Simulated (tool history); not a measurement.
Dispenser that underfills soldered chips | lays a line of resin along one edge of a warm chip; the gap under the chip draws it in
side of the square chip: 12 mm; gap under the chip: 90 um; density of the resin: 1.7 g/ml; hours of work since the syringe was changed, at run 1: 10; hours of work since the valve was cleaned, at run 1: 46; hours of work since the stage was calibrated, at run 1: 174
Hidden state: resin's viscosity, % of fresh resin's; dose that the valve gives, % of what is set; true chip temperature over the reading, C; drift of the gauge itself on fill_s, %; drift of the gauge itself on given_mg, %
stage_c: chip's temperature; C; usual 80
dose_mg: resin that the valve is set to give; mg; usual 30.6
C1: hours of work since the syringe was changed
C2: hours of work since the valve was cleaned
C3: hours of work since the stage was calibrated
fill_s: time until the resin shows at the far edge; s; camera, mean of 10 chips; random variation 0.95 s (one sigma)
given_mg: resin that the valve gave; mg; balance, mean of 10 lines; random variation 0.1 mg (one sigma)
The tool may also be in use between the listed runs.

Run 1, hour 0: usual settings; C1 10; C2 46; C3 174. Result: fill_s 170 s, given_mg 29.55 mg.
At hour 2.8: new syringe of resin.
At hour 5.4: dispensing valve cleaned and set on the balance.
Run 2, hour 9.9: usual settings; C1 4; C2 3; C3 180. Result: fill_s 122.1 s, given_mg 30.71 mg.
Run 3, hour 17.6: usual settings but stage_c 91 C; C1 9; C2 8; C3 185. Result: fill_s 107 s, given_mg 30.44 mg.
At hour 21.2: new syringe of resin.
Run 4, hour 23.1: usual settings but dose_mg 26.8 mg; C1 1; C2 12; C3 189. Result: fill_s 106.8 s, given_mg 26.66 mg.
Run 5, hour 33.5: usual settings but dose_mg 31.1 mg; C1 8; C2 19; C3 196. Result: fill_s 158.7 s, given_mg 30.6 mg.
At hour 38.2: new syringe of resin.
Run 6, hour 38.2: usual settings but dose_mg 35.9 mg; C1 0; C2 22; C3 199. Result: fill_s 92 s, given_mg 35.35 mg.
Run 7, hour 47.4: usual settings but stage_c 74 C; C1 6; C2 28; C3 205. Result: fill_s 179.6 s, given_mg 30.03 mg.
Run 8, hour 53: usual settings but dose_mg 29 mg; C1 10; C2 32; C3 209. Result: fill_s 179.3 s, given_mg 28.27 mg.
At hour 55.3: new syringe of resin.
Run 9, hour 58.8: usual settings; C1 2; C2 36; C3 213. Result: fill_s 106.9 s, given_mg 29.69 mg.
Run 10, hour 65: usual settings; C1 7; C2 40; C3 217. Result: fill_s 140.8 s, given_mg 29.65 mg.
Run 11, hour 71.4: usual settings but dose_mg 28.2 mg; C1 11; C2 44; C3 221. Result: fill_s 190.5 s, given_mg 27.09 mg.
At hour 72.4: new syringe of resin.
Run 12, hour 77.1: usual settings but dose_mg 28.2 mg; C1 3; C2 48; C3 225. Result: fill_s 118.4 s, given_mg 27.29 mg.
At hour 79.3: dispensing valve cleaned and set on the balance.
Run 13, hour 85.1: usual settings but dose_mg 28.2 mg; C1 8; C2 4; C3 230. Result: fill_s 157.5 s, given_mg 28.06 mg.
At hour 90.5: new syringe of resin.
Run 14, hour 93.8: usual settings but dose_mg 28.2 mg; C1 2; C2 10; C3 235. Result: fill_s 113.7 s, given_mg 27.98 mg.
Run 15, hour 100.7: usual settings; C1 7; C2 14; C3 240. Result: fill_s 147.3 s, given_mg 30.27 mg.
At hour 107.6: new syringe of resin.
Run 16, hour 108.7: usual settings; C1 1; C2 20; C3 245. Result: fill_s 101.4 s, given_mg 30.22 mg.
Run 17, hour 115.1: usual settings but stage_c 83 C; C1 5; C2 24; C3 250. Result: fill_s 116.1 s, given_mg 30.11 mg.
At hour 124.3: new syringe of resin.
Run 18, hour 125.3: usual settings but stage_c 75 C, dose_mg 36.2 mg; C1 1; C2 31; C3 256. Result: fill_s 118.3 s, given_mg 35.38 mg.
Run 19, hour 131.7: usual settings but stage_c 86 C, dose_mg 37.2 mg; C1 5; C2 35; C3 261. Result: fill_s 99.7 s, given_mg 36.25 mg.
Run 20, hour 137.8: usual settings but stage_c 68 C, dose_mg 29.5 mg; C1 9; C2 39; C3 265. Result: fill_s 288.5 s, given_mg 28.74 mg.
At hour 141.1: new syringe of resin.
Run 21, hour 145.7: usual settings but stage_c 68 C, dose_mg 29.5 mg; C1 3; C2 44; C3 270. Result: fill_s 200.6 s, given_mg 28.62 mg.
At hour 153.4: dispensing valve cleaned and set on the balance.
Run 22, hour 154.7: usual settings but stage_c 86 C, dose_mg 30.3 mg; C1 9; C2 1; C3 276. Result: fill_s 128.5 s, given_mg 30.3 mg.
At hour 159.3: new syringe of resin.
Run 23, hour 165.1: usual settings but stage_c 66 C; C1 4; C2 8; C3 282. Result: fill_s 226.7 s, given_mg 30.42 mg.
Run 24, hour 173.8: usual settings but stage_c 87 C, dose_mg 34.4 mg; C1 10; C2 14; C3 288. Result: fill_s 132 s, given_mg 34.02 mg.
At hour 176.2: new syringe of resin.
Run 25, hour 180.7: usual settings but stage_c 89 C, dose_mg 27 mg; C1 3; C2 18; C3 293. Result: fill_s 85 s, given_mg 26.65 mg.
Run 26, hour 186.7: usual settings but stage_c 89 C, dose_mg 27 mg; C1 7; C2 22; C3 297. Result: fill_s 109.3 s, given_mg 26.49 mg.
At hour 193: new syringe of resin.
Run 27, hour 194.9: usual settings but stage_c 67 C, dose_mg 26.6 mg; C1 1; C2 28; C3 302. Result: fill_s 193.7 s, given_mg 26.14 mg.
Run 28, hour 203.5: usual settings but stage_c 83 C, dose_mg 34.2 mg; C1 7; C2 34; C3 308. Result: fill_s 130.7 s, given_mg 33.31 mg.
At hour 209.8: new syringe of resin.
Run 29, hour 212.6: usual settings but stage_c 77 C; C1 2; C2 39; C3 314. Result: fill_s 125.4 s, given_mg 29.76 mg.
Run 30, hour 222.3: usual settings but stage_c 77 C, dose_mg 26.3 mg; C1 9; C2 46; C3 321. Result: fill_s 197.2 s, given_mg 25.3 mg.
At hour 226.6: new syringe of resin.
At hour 227.6: dispensing valve cleaned and set on the balance.
Run 31, hour 232.1: usual settings but stage_c 67 C, dose_mg 30.5 mg; C1 3; C2 3; C3 327. Result: fill_s 204.5 s, given_mg 30.37 mg.
Run 32, hour 238.6: usual settings but stage_c 67 C, dose_mg 30.5 mg; C1 8; C2 8; C3 331. Result: fill_s 277.7 s, given_mg 30.23 mg.
At hour 244.3: new syringe of resin.
Run 33, hour 245.5: usual settings but stage_c 67 C, dose_mg 30.5 mg; C1 1; C2 12; C3 336. Result: fill_s 178.8 s, given_mg 29.97 mg.
Run 34, hour 255.9: usual settings but stage_c 69 C, dose_mg 29.9 mg; C1 8; C2 19; C3 343. Result: fill_s 253.5 s, given_mg 29.36 mg.

Measured less the same run without the tool's hidden state. The same run-to-run variation is in both; the gauge's scatter may not be:
run  fill_s  given_mg
  1   +80.8     -1.05
  2   +32.5     -0.03
  3   +50.3     -0.16
  4   +12.7     -0.22
  5   +68.3     -0.43
  6    +4.4     -0.58
  7   +63.7     -0.64
  8   +87.7      -0.7
  9   +17.6     -0.83
 10   +50.6     -0.95
 11   +97.5     -0.96
 12   +26.6     -1.05
 13   +65.4        +0
 14   +20.8     -0.13
 15   +57.2     -0.26
 16     +11     -0.38
 17   +36.8     -0.48
 18   +11.9     -0.76
 19     +31     -0.91
 20  +136.4     -0.81
 21   +47.8     -0.93
 22   +57.5     -0.01
 23   +63.8     -0.17
 24   +65.6     -0.35
 25   +20.4     -0.37
 26   +45.1     -0.46
 27   +30.7     -0.58
 28   +53.3      -0.9
 29   +23.7     -0.94
 30   +91.9     -0.94
 31   +48.9     -0.14
 32  +117.6     -0.24
 33   +21.5     -0.35
 34  +109.9     -0.51
